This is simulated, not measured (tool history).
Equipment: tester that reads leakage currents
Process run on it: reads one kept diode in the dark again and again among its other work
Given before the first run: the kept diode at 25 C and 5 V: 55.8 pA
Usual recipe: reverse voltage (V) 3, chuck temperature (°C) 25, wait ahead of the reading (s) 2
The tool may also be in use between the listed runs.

run	hour	reverse voltage (V)	chuck temperature (°C)	wait ahead of the reading (s)	current that the tester gives (pA)
1	0	3	25	2	43.91
2	41.2	3	25	2	43.85
3	101.3	3	25	2	43.64
4	146.4	3	25	2	43.7
5	174.1	3	38	2	130.21
6	221.7	3	38	2	129.79
7	261.4	3	38	2	128.62
8	298.4	3	25	0.48	44.56
9	328.6	3	25	0.48	44.61
10	386.3	3	25	2	43.82
11	418.7	3	25	2	43.63
12	449.6	3	25	2	43.4
# hour 456.3: chuck's temperature calibrated
13	490.4	2.32	25	0.53	36.24
14	534.9	2.32	25	0.53	36.31
15	570.9	3	46	3.05	231.19
16	621.7	2.76	49	2.52	281.75
# hour 664.6: chuck's temperature calibrated, once more
17	674	3.02	32	0.54	92.44
18	733.7	1.25	54	0.87	361.06
19	788.4	3	25	5.23	51.01
20	844.6	3	25	5.23	50.91
21	880.1	17.07	44	0.62	563.68
22	923.8	17.07	44	0.62	561.72

Below are 3 alternative next runs, each starting from the tool's condition after run 22. Predict each:
A	979.6	10.16	22	0.47	?
B	979.6	1.83	40	5.46	?
C	979.6	4.56	25	5.06	?

run	current that the tester gives (pA)
A	86.46
B	137.3
C	63.55
The same runs, with their run-to-run variation unchanged, on a tool lacking any hidden condition would have given:
run	current that the tester gives (pA)
A	62.5
B	135.31
C	53.46
